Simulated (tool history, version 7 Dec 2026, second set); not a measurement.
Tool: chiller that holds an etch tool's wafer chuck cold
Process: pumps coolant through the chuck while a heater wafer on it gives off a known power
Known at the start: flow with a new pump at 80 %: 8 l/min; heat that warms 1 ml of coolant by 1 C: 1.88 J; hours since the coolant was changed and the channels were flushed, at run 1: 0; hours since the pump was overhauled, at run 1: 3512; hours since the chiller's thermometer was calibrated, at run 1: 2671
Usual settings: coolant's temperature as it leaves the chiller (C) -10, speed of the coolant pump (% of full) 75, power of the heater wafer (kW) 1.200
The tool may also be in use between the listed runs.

run,day,coolant's temperature as it leaves the chiller (C),speed of the coolant pump (% of full),power of the heater wafer (kW),hours since the coolant was changed and the channels were flushed,hours since the pump was overhauled,hours since the chiller's thermometer was calibrated,chuck's temperature once it has settled (C),how much warmer the coolant comes back (C)
1,0.000,-10,75,1.200,0,3512,2671,8.7,6.28
2,7.271,-10,75,1.200,174,3687,2845,9.0,6.36
3,14.862,-10,75,1.200,357,3869,3027,9.5,6.42
4,19.712,-10,75,1.200,473,3985,3144,9.7,6.46
5,26.250,-10,75,1.200,630,4142,3301,9.9,6.51
6,31.183,-10,75,1.200,748,4261,3419,10.2,6.55
7,38.312,-10,75,1.200,919,4432,3590,10.5,6.65
8,43.375,-10,75,1.200,1041,4553,3712,10.7,6.74
9,50.538,-10,75,1.200,1213,4725,3883,11.1,6.78
# day 56.488: coolant pump overhauled
10,58.888,-10,66,1.200,1408,58,4079,19.0,9.93
11,65.696,-10,75,1.200,1572,221,4242,16.6,8.90
# day 69.217: coolant pump overhauled, once more
12,69.738,-10,75,1.200,1664,13,4334,7.0,5.04
13,76.150,-16,76,1.782,1818,166,4488,9.5,7.47
14,80.975,-9,87,1.782,1933,282,4604,14.3,6.68
15,84.867,-10,87,0.939,2027,376,4697,2.1,3.48
16,88.950,-10,75,0.631,2125,474,4795,-1.0,2.71
17,93.896,-14,70,0.687,2243,592,4914,-3.3,3.19
18,101.000,-15,75,1.228,2414,763,5085,3.7,5.36
19,105.583,-15,75,1.228,2524,873,5195,3.8,5.37
20,109.517,-8,91,1.303,2618,967,5289,9.4,4.79
# day 112.350: coolant changed, channels flushed
21,116.912,-10,69,1.104,109,1139,5460,6.0,5.37
22,123.154,-10,69,1.104,259,1289,5610,6.5,5.34
23,126.500,-10,69,0.609,340,1369,5691,-1.2,3.03

Measured less the same run without the tool's hidden state. The same run-to-run variation is in both; the gauge's scatter may not be:
The hidden state here: heat passed by the chuck's channels, % of clean ones'; flow at a given pump speed, % of a new pump's; coolant's true temperature over the reading, C; drift of the gauge itself on chuck_c, C; drift of the gauge itself on warmer_back_c, C.
run,chuck's temperature once it has settled (C),how much warmer the coolant comes back (C)
1,+2.7,+1.17
2,+3.0,+1.25
3,+3.3,+1.33
4,+3.5,+1.37
5,+3.8,+1.44
6,+4.0,+1.48
7,+4.3,+1.56
8,+4.6,+1.61
9,+5.0,+1.69
10,+11.2,+4.17
11,+10.7,+3.80
12,+0.9,-0.04
13,+1.9,+0.00
14,+1.9,+0.04
15,+0.9,+0.04
16,+0.6,+0.04
17,+0.9,+0.07
18,+2.2,+0.16
19,+2.4,+0.18
20,+2.3,+0.18
21,+0.2,+0.26
22,+0.5,+0.29
23,+0.0,+0.18

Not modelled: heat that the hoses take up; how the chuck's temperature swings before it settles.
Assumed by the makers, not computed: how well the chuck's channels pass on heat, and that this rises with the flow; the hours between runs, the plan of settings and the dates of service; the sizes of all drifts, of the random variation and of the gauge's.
